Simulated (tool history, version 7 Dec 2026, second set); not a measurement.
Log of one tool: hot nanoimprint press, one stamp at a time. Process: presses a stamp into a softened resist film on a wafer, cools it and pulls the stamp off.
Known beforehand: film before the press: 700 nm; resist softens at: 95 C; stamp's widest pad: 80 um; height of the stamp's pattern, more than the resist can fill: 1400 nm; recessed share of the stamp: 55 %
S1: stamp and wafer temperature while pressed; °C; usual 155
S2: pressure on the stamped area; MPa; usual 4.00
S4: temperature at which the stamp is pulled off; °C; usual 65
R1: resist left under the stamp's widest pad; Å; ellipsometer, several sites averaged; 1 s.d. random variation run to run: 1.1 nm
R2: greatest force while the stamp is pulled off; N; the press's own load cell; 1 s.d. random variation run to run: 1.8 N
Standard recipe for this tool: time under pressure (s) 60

Run 1, hour 0.0: usual settings. Result: R1 3529 Å, R2 214 N.
Run 2, hour 13.7: usual settings. Result: R1 3540 Å, R2 210 N.
Run 3, hour 26.8: usual settings. Result: R1 3542 Å, R2 212 N.
Run 4, hour 38.9: usual settings. Result: R1 3529 Å, R2 216 N.
Run 5, hour 53.7: usual settings. Result: R1 3528 Å, R2 217 N.
Run 6, hour 63.5: usual settings but S4 59 °C. Result: R1 3545 Å, R2 240 N.
Run 7, hour 79.5: usual settings but S4 59 °C. Result: R1 3544 Å, R2 238 N.
Run 8, hour 88.0: usual settings but S4 59 °C. Result: R1 3551 Å, R2 241 N.
Run 9, hour 94.9: usual settings but S4 59 °C. Result: R1 3505 Å, R2 241 N.
Run 10, hour 104.3: usual settings but S2 3.29 MPa. Result: R1 3852 Å, R2 223 N.
Run 11, hour 114.6: usual settings but time under pressure (s) 111. Result: R1 2818 Å, R2 223 N.
Run 12, hour 126.6: usual settings. Result: R1 3554 Å, R2 224 N.
Run 13, hour 135.2: usual settings. Result: R1 3577 Å, R2 227 N.
Run 14, hour 142.5: usual settings but S2 2.43 MPa, time under pressure (s) 98. Result: R1 3655 Å, R2 224 N.
Run 15, hour 150.2: usual settings but S1 165 °C, S2 2.60 MPa, time under pressure (s) 62, S4 66 °C. Result: R1 2447 Å, R2 223 N.
Run 16, hour 162.1: usual settings but S2 6.10 MPa, time under pressure (s) 114. Result: R1 2293 Å, R2 227 N.
Run 17, hour 176.3: usual settings but time under pressure (s) 63, S4 56 °C. Result: R1 3503 Å, R2 259 N.
Run 18, hour 192.2: usual settings but S1 151 °C, S2 5.50 MPa, time under pressure (s) 39, S4 69 °C. Result: R1 4438 Å, R2 219 N.
Run 19, hour 199.3: usual settings but S1 151 °C, S2 2.76 MPa, time under pressure (s) 39, S4 64 °C. Result: R1 5391 Å, R2 231 N.
Run 20, hour 209.0: usual settings but S1 151 °C, S2 2.76 MPa, time under pressure (s) 39, S4 64 °C. Result: R1 5423 Å, R2 233 N.
Run 21, hour 220.7: usual settings but S1 151 °C, S2 2.76 MPa, time under pressure (s) 39, S4 64 °C. Result: R1 5442 Å, R2 239 N.
Run 22, hour 228.1: usual settings but S4 59 °C. Result: R1 3575 Å, R2 256 N.
Run 23, hour 236.7: usual settings but S4 59 °C. Result: R1 3556 Å, R2 256 N.
Run 24, hour 249.5: usual settings but S1 165 °C, S2 3.52 MPa, time under pressure (s) 62, S4 54 °C. Result: R1 2127 Å, R2 279 N.
Run 25, hour 265.7: usual settings but S2 3.63 MPa, time under pressure (s) 40. Result: R1 4231 Å, R2 237 N.

What if the next run were any one of these 4? Each begins from the tool's condition after run 25:
Run A, hour 273.7: usual settings but S1 146 °C, S4 64 °C. Result: R1 ?, R2 ?.
Run B, hour 273.7: usual settings but S1 147 °C, S2 2.61 MPa, time under pressure (s) 114. Result: R1 ?, R2 ?.
Run C, hour 273.7: usual settings but S2 5.17 MPa, time under pressure (s) 65. Result: R1 ?, R2 ?.
Run D, hour 273.7: usual settings but S2 3.83 MPa, S4 58 °C. Result: R1 ?, R2 ?.

run    R1   R2
  A  5440  242
  B  5104  241
  C  3111  240
  D  3639  267
Take away the tool's hidden state, keep each run's random variation, and the runs would have read:
run    R1   R2
  A  5326  216
  B  4986  215
  C  2997  214
  D  3523  238
